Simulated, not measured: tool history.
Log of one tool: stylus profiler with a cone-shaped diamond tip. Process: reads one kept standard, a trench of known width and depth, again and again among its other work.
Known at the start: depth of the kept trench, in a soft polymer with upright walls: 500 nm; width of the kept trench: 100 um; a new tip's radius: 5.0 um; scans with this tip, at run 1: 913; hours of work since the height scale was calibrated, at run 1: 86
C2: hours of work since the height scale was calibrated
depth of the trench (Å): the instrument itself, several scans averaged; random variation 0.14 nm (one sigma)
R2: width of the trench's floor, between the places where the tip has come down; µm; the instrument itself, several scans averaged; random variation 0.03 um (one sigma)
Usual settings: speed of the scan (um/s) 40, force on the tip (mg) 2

run 1 day=0 | speed_of_the_scan_(um/s)=40 force_on_the_tip_(mg)=2 | scans_with_this_tip=913 C2=86 | depth_of_the_trench_(Å)=5034.9 R2=95.4
run 2 day=3.025 | speed_of_the_scan_(um/s)=40 force_on_the_tip_(mg)=2 | scans_with_this_tip=1483 C2=139 | depth_of_the_trench_(Å)=5036.2 R2=95.42
run 3 day=6.242 | speed_of_the_scan_(um/s)=40 force_on_the_tip_(mg)=2 | scans_with_this_tip=2090 C2=197 | depth_of_the_trench_(Å)=5037.5 R2=95.35
run 4 day=8.892 | speed_of_the_scan_(um/s)=154 force_on_the_tip_(mg)=2 | scans_with_this_tip=2589 C2=244 | depth_of_the_trench_(Å)=5037.8 R2=94.67
run 5 day=11.462 | speed_of_the_scan_(um/s)=154 force_on_the_tip_(mg)=2 | scans_with_this_tip=3074 C2=289 | depth_of_the_trench_(Å)=5039.2 R2=94.68
run 6 day=12.975 | speed_of_the_scan_(um/s)=40 force_on_the_tip_(mg)=2 | scans_with_this_tip=3359 C2=316 | depth_of_the_trench_(Å)=5040.2 R2=95.27
run 7 day=15.867 | speed_of_the_scan_(um/s)=40 force_on_the_tip_(mg)=2 | scans_with_this_tip=3904 C2=367 | depth_of_the_trench_(Å)=5043.5 R2=95.28
run 8 day=18.675 | speed_of_the_scan_(um/s)=40 force_on_the_tip_(mg)=2.45 | scans_with_this_tip=4433 C2=417 | depth_of_the_trench_(Å)=5049.8 R2=95.2
run 9 day=21.104 | speed_of_the_scan_(um/s)=23 force_on_the_tip_(mg)=2.45 | scans_with_this_tip=4892 C2=460 | depth_of_the_trench_(Å)=5050.3 R2=95.29
run 10 day=23.938 | speed_of_the_scan_(um/s)=23 force_on_the_tip_(mg)=2.45 | scans_with_this_tip=5426 C2=510 | depth_of_the_trench_(Å)=5050.1 R2=95.26
run 11 day=25.429 | speed_of_the_scan_(um/s)=40 force_on_the_tip_(mg)=2 | scans_with_this_tip=5707 C2=537 | depth_of_the_trench_(Å)=5043.1 R2=95.15
run 12 day=28.367 | speed_of_the_scan_(um/s)=40 force_on_the_tip_(mg)=2 | scans_with_this_tip=6261 C2=589 | depth_of_the_trench_(Å)=5045.7 R2=95.09
run 13 day=31.783 | speed_of_the_scan_(um/s)=118 force_on_the_tip_(mg)=2 | scans_with_this_tip=6904 C2=649 | depth_of_the_trench_(Å)=5049.3 R2=94.6
run 14 day=33.817 | speed_of_the_scan_(um/s)=19 force_on_the_tip_(mg)=2 | scans_with_this_tip=7288 C2=685 | depth_of_the_trench_(Å)=5048.8 R2=95.14
run 15 day=37.046 | speed_of_the_scan_(um/s)=19 force_on_the_tip_(mg)=2 | scans_with_this_tip=7897 C2=743 | depth_of_the_trench_(Å)=5049.4 R2=95.11
run 16 day=40.417 | speed_of_the_scan_(um/s)=19 force_on_the_tip_(mg)=2 | scans_with_this_tip=8532 C2=802 | depth_of_the_trench_(Å)=5053.2 R2=95.11
run 17 day=42.796 | speed_of_the_scan_(um/s)=40 force_on_the_tip_(mg)=2 | scans_with_this_tip=8981 C2=845 | depth_of_the_trench_(Å)=5050.9 R2=94.95
run 18 day=45.796 | speed_of_the_scan_(um/s)=40 force_on_the_tip_(mg)=0.95 | scans_with_this_tip=9546 C2=898 | depth_of_the_trench_(Å)=5041.7 R2=94.79
run 19 day=48.583 | speed_of_the_scan_(um/s)=14 force_on_the_tip_(mg)=2 | scans_with_this_tip=10071 C2=947 | depth_of_the_trench_(Å)=5057.3 R2=95.07
run 20 day=51.917 | speed_of_the_scan_(um/s)=14 force_on_the_tip_(mg)=2 | scans_with_this_tip=10700 C2=1006 | depth_of_the_trench_(Å)=5058.5 R2=95.03
run 21 day=54.721 | speed_of_the_scan_(um/s)=14 force_on_the_tip_(mg)=2 | scans_with_this_tip=11229 C2=1056 | depth_of_the_trench_(Å)=5057.6 R2=94.99
run 22 day=57.958 | speed_of_the_scan_(um/s)=104 force_on_the_tip_(mg)=2 | scans_with_this_tip=11839 C2=1113 | depth_of_the_trench_(Å)=5061.2 R2=94.45
run 23 day=60.088 | speed_of_the_scan_(um/s)=104 force_on_the_tip_(mg)=2 | scans_with_this_tip=12241 C2=1151 | depth_of_the_trench_(Å)=5058.9 R2=94.4
run 24 day=61.679 | speed_of_the_scan_(um/s)=104 force_on_the_tip_(mg)=2 | scans_with_this_tip=12540 C2=1179 | depth_of_the_trench_(Å)=5064 R2=94.4
run 25 day=63.433 | speed_of_the_scan_(um/s)=25 force_on_the_tip_(mg)=2.91 | scans_with_this_tip=12871 C2=1210 | depth_of_the_trench_(Å)=5075 R2=94.84
run 26 day=65.758 | speed_of_the_scan_(um/s)=25 force_on_the_tip_(mg)=2.91 | scans_with_this_tip=13309 C2=1252 | depth_of_the_trench_(Å)=5074.1 R2=94.81
-- day=65.938 height scale calibrated on a step standard
run 27 day=67.704 | speed_of_the_scan_(um/s)=25 force_on_the_tip_(mg)=2.91 | scans_with_this_tip=13672 C2=31 | depth_of_the_trench_(Å)=5090.1 R2=94.84
-- day=70.829 height scale calibrated on a step standard, once more
run 28 day=70.946 | speed_of_the_scan_(um/s)=25 force_on_the_tip_(mg)=2.91 | scans_with_this_tip=14279 C2=2 | depth_of_the_trench_(Å)=5042.5 R2=94.81
run 29 day=73.171 | speed_of_the_scan_(um/s)=96 force_on_the_tip_(mg)=1.37 | scans_with_this_tip=14699 C2=41 | depth_of_the_trench_(Å)=5027.3 R2=94.23
run 30 day=75.3 | speed_of_the_scan_(um/s)=146 force_on_the_tip_(mg)=2.16 | scans_with_this_tip=15100 C2=79 | depth_of_the_trench_(Å)=5040.3 R2=94.09
run 31 day=78.629 | speed_of_the_scan_(um/s)=146 force_on_the_tip_(mg)=2.16 | scans_with_this_tip=15728 C2=138 | depth_of_the_trench_(Å)=5038.9 R2=94.02
run 32 day=81.479 | speed_of_the_scan_(um/s)=52 force_on_the_tip_(mg)=2.16 | scans_with_this_tip=16265 C2=189 | depth_of_the_trench_(Å)=5039.1 R2=94.53
run 33 day=84.075 | speed_of_the_scan_(um/s)=52 force_on_the_tip_(mg)=1.4 | scans_with_this_tip=16754 C2=235 | depth_of_the_trench_(Å)=5031.8 R2=94.42
run 34 day=86.196 | speed_of_the_scan_(um/s)=52 force_on_the_tip_(mg)=1.4 | scans_with_this_tip=17154 C2=272 | depth_of_the_trench_(Å)=5033.4 R2=94.37
run 35 day=89.375 | speed_of_the_scan_(um/s)=104 force_on_the_tip_(mg)=3.48 | scans_with_this_tip=17753 C2=329 | depth_of_the_trench_(Å)=5058.2 R2=94.28
run 36 day=92.488 | speed_of_the_scan_(um/s)=11 force_on_the_tip_(mg)=1.06 | scans_with_this_tip=18340 C2=384 | depth_of_the_trench_(Å)=5030.2 R2=94.59
run 37 day=93.9 | speed_of_the_scan_(um/s)=11 force_on_the_tip_(mg)=4.94 | scans_with_this_tip=18606 C2=409 | depth_of_the_trench_(Å)=5072.4 R2=94.59
run 38 day=96.162 | speed_of_the_scan_(um/s)=71 force_on_the_tip_(mg)=4.94 | scans_with_this_tip=19033 C2=449 | depth_of_the_trench_(Å)=5071.9 R2=94.36
run 39 day=97.596 | speed_of_the_scan_(um/s)=18 force_on_the_tip_(mg)=1.17 | scans_with_this_tip=19303 C2=474 | depth_of_the_trench_(Å)=5036.6 R2=94.52
run 40 day=100.092 | speed_of_the_scan_(um/s)=56 force_on_the_tip_(mg)=1.47 | scans_with_this_tip=19774 C2=519 | depth_of_the_trench_(Å)=5039 R2=94.2
run 41 day=102.742 | speed_of_the_scan_(um/s)=56 force_on_the_tip_(mg)=4.22 | scans_with_this_tip=20273 C2=566 | depth_of_the_trench_(Å)=5070.2 R2=94.39
run 42 day=105.812 | speed_of_the_scan_(um/s)=57 force_on_the_tip_(mg)=1.69 | scans_with_this_tip=20852 C2=620 | depth_of_the_trench_(Å)=5047.8 R2=94.2
run 43 day=107.804 | speed_of_the_scan_(um/s)=57 force_on_the_tip_(mg)=1.69 | scans_with_this_tip=21227 C2=655 | depth_of_the_trench_(Å)=5045.8 R2=94.22
run 44 day=109.262 | speed_of_the_scan_(um/s)=16 force_on_the_tip_(mg)=2 | scans_with_this_tip=21502 C2=681 | depth_of_the_trench_(Å)=5049.9 R2=94.46
run 45 day=112.512 | speed_of_the_scan_(um/s)=42 force_on_the_tip_(mg)=3.18 | scans_with_this_tip=22115 C2=739 | depth_of_the_trench_(Å)=5064.7 R2=94.26
run 46 day=115.812 | speed_of_the_scan_(um/s)=15 force_on_the_tip_(mg)=2 | scans_with_this_tip=22737 C2=797 | depth_of_the_trench_(Å)=5053.1 R2=94.35
run 47 day=117.292 | speed_of_the_scan_(um/s)=11 force_on_the_tip_(mg)=0.69 | scans_with_this_tip=23016 C2=824 | depth_of_the_trench_(Å)=5035.6 R2=94.35

Measured less the same run without the tool's hidden state. The same run-to-run variation is in both; the gauge's scatter may not be:
The hidden state here: radius of the tip, um; height scale over the true one, %; drift of the gauge itself on depth_nm, %; drift of the gauge itself on floor_um, %.
run=1 depth_of_the_trench_(Å)=+0.4 R2=+0
run=2 depth_of_the_trench_(Å)=+1.8 R2=-0.04
run=3 depth_of_the_trench_(Å)=+3.2 R2=-0.07
run=4 depth_of_the_trench_(Å)=+4.3 R2=-0.1
run=5 depth_of_the_trench_(Å)=+5.4 R2=-0.13
run=6 depth_of_the_trench_(Å)=+6.2 R2=-0.14
run=7 depth_of_the_trench_(Å)=+7.3 R2=-0.18
run=8 depth_of_the_trench_(Å)=+8.7 R2=-0.21
run=9 depth_of_the_trench_(Å)=+9.7 R2=-0.23
run=10 depth_of_the_trench_(Å)=+11 R2=-0.27
run=11 depth_of_the_trench_(Å)=+11.6 R2=-0.28
run=12 depth_of_the_trench_(Å)=+12.9 R2=-0.32
run=13 depth_of_the_trench_(Å)=+14.2 R2=-0.36
run=14 depth_of_the_trench_(Å)=+15.2 R2=-0.38
run=15 depth_of_the_trench_(Å)=+16.6 R2=-0.41
run=16 depth_of_the_trench_(Å)=+18 R2=-0.44
run=17 depth_of_the_trench_(Å)=+19.1 R2=-0.47
run=18 depth_of_the_trench_(Å)=+20.3 R2=-0.5
run=19 depth_of_the_trench_(Å)=+21.6 R2=-0.53
run=20 depth_of_the_trench_(Å)=+23.1 R2=-0.57
run=21 depth_of_the_trench_(Å)=+24.3 R2=-0.59
run=22 depth_of_the_trench_(Å)=+25.7 R2=-0.63
run=23 depth_of_the_trench_(Å)=+26.6 R2=-0.65
run=24 depth_of_the_trench_(Å)=+27.3 R2=-0.66
run=25 depth_of_the_trench_(Å)=+28.3 R2=-0.68
run=26 depth_of_the_trench_(Å)=+29.3 R2=-0.7
run=27 depth_of_the_trench_(Å)=+45.4 R2=-0.73
run=28 depth_of_the_trench_(Å)=-0.3 R2=-0.75
run=29 depth_of_the_trench_(Å)=+0.8 R2=-0.78
run=30 depth_of_the_trench_(Å)=+1.8 R2=-0.81
run=31 depth_of_the_trench_(Å)=+3.4 R2=-0.83
run=32 depth_of_the_trench_(Å)=+4.7 R2=-0.86
run=33 depth_of_the_trench_(Å)=+5.8 R2=-0.89
run=34 depth_of_the_trench_(Å)=+6.7 R2=-0.91
run=35 depth_of_the_trench_(Å)=+8.1 R2=-0.94
run=36 depth_of_the_trench_(Å)=+9.4 R2=-0.97
run=37 depth_of_the_trench_(Å)=+10.2 R2=-0.98
run=38 depth_of_the_trench_(Å)=+11.2 R2=-1
run=39 depth_of_the_trench_(Å)=+11.7 R2=-1.02
run=40 depth_of_the_trench_(Å)=+12.8 R2=-1.05
run=41 depth_of_the_trench_(Å)=+14.1 R2=-1.06
run=42 depth_of_the_trench_(Å)=+15.3 R2=-1.09
run=43 depth_of_the_trench_(Å)=+16.1 R2=-1.11
run=44 depth_of_the_trench_(Å)=+16.8 R2=-1.13
run=45 depth_of_the_trench_(Å)=+18.4 R2=-1.16
run=46 depth_of_the_trench_(Å)=+19.9 R2=-1.18
run=47 depth_of_the_trench_(Å)=+20.5 R2=-1.2
